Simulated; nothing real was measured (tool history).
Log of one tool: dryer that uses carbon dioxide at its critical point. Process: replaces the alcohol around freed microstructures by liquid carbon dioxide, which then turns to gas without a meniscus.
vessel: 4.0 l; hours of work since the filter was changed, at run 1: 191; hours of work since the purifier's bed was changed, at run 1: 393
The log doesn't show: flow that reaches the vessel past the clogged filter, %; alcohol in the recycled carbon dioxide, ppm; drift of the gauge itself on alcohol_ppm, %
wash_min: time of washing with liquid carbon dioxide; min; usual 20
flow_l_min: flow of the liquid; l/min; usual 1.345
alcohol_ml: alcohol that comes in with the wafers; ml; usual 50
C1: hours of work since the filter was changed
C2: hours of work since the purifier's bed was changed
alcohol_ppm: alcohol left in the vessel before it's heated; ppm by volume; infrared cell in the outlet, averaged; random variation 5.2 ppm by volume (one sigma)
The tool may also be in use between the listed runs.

{"run": 1, "hour": 0.0, "wash_min": 20, "flow_l_min": 1.345, "alcohol_ml": 50, "C1": 191, "C2": 393, "alcohol_ppm": 151}
{"run": 2, "hour": 28.8, "wash_min": 20, "flow_l_min": 1.345, "alcohol_ml": 50, "C1": 205, "C2": 407, "alcohol_ppm": 151}
{"run": 3, "hour": 53.6, "wash_min": 20, "flow_l_min": 1.85, "alcohol_ml": 50, "C1": 216, "C2": 418, "alcohol_ppm": 66}
{"run": 4, "hour": 81.7, "wash_min": 20, "flow_l_min": 1.85, "alcohol_ml": 50, "C1": 230, "C2": 432, "alcohol_ppm": 63}
{"run": 5, "hour": 109.3, "wash_min": 20, "flow_l_min": 1.85, "alcohol_ml": 50, "C1": 243, "C2": 445, "alcohol_ppm": 61}
{"run": 6, "hour": 133.7, "wash_min": 20, "flow_l_min": 1.345, "alcohol_ml": 115, "C1": 255, "C2": 457, "alcohol_ppm": 332}
{"run": 7, "hour": 162.1, "wash_min": 20, "flow_l_min": 1.345, "alcohol_ml": 115, "C1": 268, "C2": 470, "alcohol_ppm": 336}
{"run": 8, "hour": 183.8, "wash_min": 20, "flow_l_min": 1.345, "alcohol_ml": 115, "C1": 279, "C2": 481, "alcohol_ppm": 333}
{"run": 9, "hour": 218.0, "wash_min": 20, "flow_l_min": 1.345, "alcohol_ml": 115, "C1": 295, "C2": 497, "alcohol_ppm": 335}
{"run": 10, "hour": 257.9, "wash_min": 20, "flow_l_min": 1.01, "alcohol_ml": 50, "C1": 314, "C2": 516, "alcohol_ppm": 494}
{"run": 11, "hour": 284.0, "wash_min": 20, "flow_l_min": 1.01, "alcohol_ml": 50, "C1": 326, "C2": 528, "alcohol_ppm": 489}
{"run": 12, "hour": 305.7, "wash_min": 20, "flow_l_min": 1.01, "alcohol_ml": 50, "C1": 337, "C2": 539, "alcohol_ppm": 496}
{"run": 13, "hour": 342.6, "wash_min": 20, "flow_l_min": 1.01, "alcohol_ml": 50, "C1": 354, "C2": 556, "alcohol_ppm": 503}
{"run": 14, "hour": 376.4, "wash_min": 20, "flow_l_min": 1.01, "alcohol_ml": 50, "C1": 371, "C2": 572, "alcohol_ppm": 524}
{"run": 15, "hour": 399.0, "wash_min": 20, "flow_l_min": 2.18, "alcohol_ml": 50, "C1": 381, "C2": 583, "alcohol_ppm": 62}
{"run": 16, "hour": 434.7, "wash_min": 20, "flow_l_min": 1.92, "alcohol_ml": 50, "C1": 398, "C2": 600, "alcohol_ppm": 82}
{"run": 17, "hour": 470.2, "wash_min": 20, "flow_l_min": 1.92, "alcohol_ml": 50, "C1": 415, "C2": 617, "alcohol_ppm": 83}
{"run": 18, "hour": 496.6, "wash_min": 20, "flow_l_min": 1.92, "alcohol_ml": 50, "C1": 428, "C2": 630, "alcohol_ppm": 85}
{"run": 19, "hour": 539.0, "wash_min": 20, "flow_l_min": 1.92, "alcohol_ml": 50, "C1": 448, "C2": 650, "alcohol_ppm": 101}
{"run": 20, "hour": 567.1, "wash_min": 20, "flow_l_min": 1.92, "alcohol_ml": 50, "C1": 462, "C2": 664, "alcohol_ppm": 98}
{"run": 21, "hour": 596.6, "wash_min": 20, "flow_l_min": 1.92, "alcohol_ml": 50, "C1": 476, "C2": 678, "alcohol_ppm": 92}
{"hour": 613.2, "done": "inlet filter changed"}
{"run": 22, "hour": 616.8, "wash_min": 20, "flow_l_min": 1.92, "alcohol_ml": 50, "C1": 2, "C2": 687, "alcohol_ppm": 92}
{"run": 23, "hour": 650.8, "wash_min": 20, "flow_l_min": 1.92, "alcohol_ml": 50, "C1": 18, "C2": 703, "alcohol_ppm": 87}
{"run": 24, "hour": 679.0, "wash_min": 20, "flow_l_min": 1.345, "alcohol_ml": 50, "C1": 31, "C2": 717, "alcohol_ppm": 173}
{"run": 25, "hour": 707.8, "wash_min": 20, "flow_l_min": 1.63, "alcohol_ml": 51, "C1": 45, "C2": 730, "alcohol_ppm": 112}
{"run": 26, "hour": 733.5, "wash_min": 20, "flow_l_min": 1.63, "alcohol_ml": 51, "C1": 57, "C2": 743, "alcohol_ppm": 104}
{"run": 27, "hour": 759.8, "wash_min": 17, "flow_l_min": 1.345, "alcohol_ml": 50, "C1": 70, "C2": 755, "alcohol_ppm": 271}
{"run": 28, "hour": 787.1, "wash_min": 17, "flow_l_min": 1.345, "alcohol_ml": 50, "C1": 83, "C2": 768, "alcohol_ppm": 275}
{"run": 29, "hour": 822.5, "wash_min": 22, "flow_l_min": 1.08, "alcohol_ml": 29, "C1": 100, "C2": 785, "alcohol_ppm": 187}
{"hour": 864.0, "done": "purifier's bed changed"}
{"run": 30, "hour": 865.8, "wash_min": 15, "flow_l_min": 1.93, "alcohol_ml": 23, "C1": 119, "C2": 1, "alcohol_ppm": 32}
{"run": 31, "hour": 886.1, "wash_min": 15, "flow_l_min": 1.93, "alcohol_ml": 31, "C1": 129, "C2": 11, "alcohol_ppm": 43}
{"run": 32, "hour": 921.9, "wash_min": 26, "flow_l_min": 1.345, "alcohol_ml": 91, "C1": 146, "C2": 28, "alcohol_ppm": 56}
{"run": 33, "hour": 965.6, "wash_min": 26, "flow_l_min": 1.345, "alcohol_ml": 91, "C1": 167, "C2": 49, "alcohol_ppm": 55}
{"run": 34, "hour": 1007.5, "wash_min": 26, "flow_l_min": 1.345, "alcohol_ml": 91, "C1": 187, "C2": 69, "alcohol_ppm": 60}
{"run": 35, "hour": 1042.1, "wash_min": 20, "flow_l_min": 0.99, "alcohol_ml": 113, "C1": 203, "C2": 85, "alcohol_ppm": 955}
{"run": 36, "hour": 1078.2, "wash_min": 20, "flow_l_min": 0.99, "alcohol_ml": 113, "C1": 221, "C2": 102, "alcohol_ppm": 985}
{"run": 37, "hour": 1097.8, "wash_min": 19, "flow_l_min": 0.84, "alcohol_ml": 114, "C1": 230, "C2": 112, "alcohol_ppm": 1985}
{"run": 38, "hour": 1122.8, "wash_min": 21, "flow_l_min": 1.17, "alcohol_ml": 26, "C1": 242, "C2": 124, "alcohol_ppm": 112}
{"run": 39, "hour": 1166.9, "wash_min": 20, "flow_l_min": 1.53, "alcohol_ml": 30, "C1": 263, "C2": 145, "alcohol_ppm": 58}
{"run": 40, "hour": 1186.2, "wash_min": 20, "flow_l_min": 1.8, "alcohol_ml": 50, "C1": 272, "C2": 154, "alcohol_ppm": 50}
{"run": 41, "hour": 1215.0, "wash_min": 14, "flow_l_min": 1.345, "alcohol_ml": 76, "C1": 286, "C2": 168, "alcohol_ppm": 742}
{"run": 42, "hour": 1259.4, "wash_min": 17, "flow_l_min": 0.83, "alcohol_ml": 31, "C1": 307, "C2": 189, "alcohol_ppm": 783}
{"run": 43, "hour": 1292.3, "wash_min": 17, "flow_l_min": 0.83, "alcohol_ml": 31, "C1": 323, "C2": 205, "alcohol_ppm": 804}
{"run": 44, "hour": 1314.5, "wash_min": 20, "flow_l_min": 1.28, "alcohol_ml": 72, "C1": 333, "C2": 215, "alcohol_ppm": 262}

Run 45 comes next. What will it give?
{"run": 45, "hour": 1333.3, "wash_min": 18, "flow_l_min": 1.92, "alcohol_ml": 23, "C1": 342, "C2": 224, "alcohol_ppm": "?"}

Run 45 gave alcohol_ppm 38 ppm by volume.
Without the tool's hidden state the same run would have given alcohol_ppm 8 ppm by volume.
